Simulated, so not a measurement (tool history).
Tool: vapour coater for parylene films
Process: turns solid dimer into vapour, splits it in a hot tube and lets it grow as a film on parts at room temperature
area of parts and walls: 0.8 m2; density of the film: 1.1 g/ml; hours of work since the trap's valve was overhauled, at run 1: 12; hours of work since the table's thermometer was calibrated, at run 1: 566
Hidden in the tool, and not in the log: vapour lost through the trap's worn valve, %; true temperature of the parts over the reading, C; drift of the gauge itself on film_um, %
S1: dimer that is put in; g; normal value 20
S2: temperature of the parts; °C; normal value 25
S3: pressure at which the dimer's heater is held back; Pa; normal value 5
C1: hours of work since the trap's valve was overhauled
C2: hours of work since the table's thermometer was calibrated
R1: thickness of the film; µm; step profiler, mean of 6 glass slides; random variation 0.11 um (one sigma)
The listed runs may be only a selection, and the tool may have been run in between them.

| run | hour | S1 | S2 | S3 | C1 | C2 | R1 |
|---|---|---|---|---|---|---|---|
| 1 | 0 | 20 | 25 | 5 | 12 | 566 | 17.58 |
| 2 | 14.1 | 20 | 25 | 5 | 24 | 578 | 17.27 |
| 3 | 32 | 20 | 25 | 2.96 | 39 | 593 | 17.93 |
| 4 | 48.2 | 20 | 33 | 2.96 | 53 | 607 | 14.41 |
| 5 | 69.3 | 20 | 33 | 2.96 | 70 | 624 | 14.3 |
| 6 | 86.6 | 20 | 33 | 2.96 | 85 | 639 | 14.13 |
| 7 | 107 | 28 | 25 | 10.59 | 102 | 656 | 22.71 |
| 8 | 125.2 | 10 | 19 | 2.2 | 117 | 671 | 10.29 |
| 9 | 134.3 | 8 | 25 | 5 | 124 | 679 | 6.7 |
| 10 | 144.1 | 26 | 25 | 3.88 | 133 | 687 | 21.97 |

A few steps of R1 between consecutive runs. Split each: what settings, incoming material and random variation would produce without the hidden state, and what is left over for the hidden state, along with gauge scatter present in only one of the two compared results (measured, and without hidden state):
Run 9 -> 10: S1 8 -> 26, S3 5 -> 3.88. R1 +15.27 µm: hidden state -0.78, all else +16.05.
